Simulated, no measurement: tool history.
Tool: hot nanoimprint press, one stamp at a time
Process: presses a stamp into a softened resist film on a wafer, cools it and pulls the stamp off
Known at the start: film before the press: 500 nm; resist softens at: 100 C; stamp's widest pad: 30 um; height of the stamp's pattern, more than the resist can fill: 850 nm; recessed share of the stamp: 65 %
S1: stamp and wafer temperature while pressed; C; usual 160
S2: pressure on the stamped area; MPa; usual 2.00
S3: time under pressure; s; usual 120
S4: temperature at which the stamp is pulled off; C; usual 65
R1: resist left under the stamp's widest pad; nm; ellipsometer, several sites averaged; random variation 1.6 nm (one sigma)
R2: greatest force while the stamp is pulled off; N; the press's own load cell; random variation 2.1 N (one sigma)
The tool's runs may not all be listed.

run 1 day=0.000 | S1=160 S2=2.00 S3=120 S4=65 | R1=262.1 R2=110
run 2 day=1.971 | S1=160 S2=2.00 S3=120 S4=60 | R1=262.6 R2=112
run 3 day=5.400 | S1=160 S2=2.00 S3=120 S4=60 | R1=265.1 R2=116
-- day=6.292 stamp cleaned and given a new release coat
run 4 day=7.167 | S1=160 S2=2.00 S3=120 S4=60 | R1=265.5 R2=99
run 5 day=9.792 | S1=160 S2=2.00 S3=120 S4=60 | R1=263.6 R2=100
-- day=11.696 plate thermocouple calibrated
run 6 day=12.717 | S1=160 S2=2.00 S3=120 S4=60 | R1=282.2 R2=104
run 7 day=14.633 | S1=160 S2=2.44 S3=120 S4=60 | R1=256.8 R2=106
-- day=15.275 press's hydraulic seals changed and the load cell set to zero
run 8 day=17.021 | S1=160 S2=2.44 S3=120 S4=60 | R1=254.7 R2=105
-- day=18.571 plate thermocouple calibrated, once more
run 9 day=18.854 | S1=159 S2=2.00 S3=120 S4=65 | R1=257.7 R2=101
run 10 day=21.229 | S1=160 S2=2.00 S3=72 S4=65 | R1=288.9 R2=102
run 11 day=24.788 | S1=160 S2=2.00 S3=120 S4=65 | R1=248.6 R2=108
run 12 day=27.596 | S1=160 S2=2.00 S3=120 S4=65 | R1=249.3 R2=112
-- day=28.367 stamp cleaned and given a new release coat
run 13 day=30.221 | S1=160 S2=2.00 S3=120 S4=65 | R1=251.5 R2=95
run 14 day=32.038 | S1=160 S2=2.00 S3=120 S4=65 | R1=252.2 R2=93

Run 15 comes next. What will it give?
run 15 day=34.758 | S1=160 S2=2.41 S3=120 S4=65 | R1=? R2=?

Run 15 gave R1 229.5 nm, R2 97 N.
Without the tool's hidden state the same run would have given R1 221.2 nm, R2 90 N.

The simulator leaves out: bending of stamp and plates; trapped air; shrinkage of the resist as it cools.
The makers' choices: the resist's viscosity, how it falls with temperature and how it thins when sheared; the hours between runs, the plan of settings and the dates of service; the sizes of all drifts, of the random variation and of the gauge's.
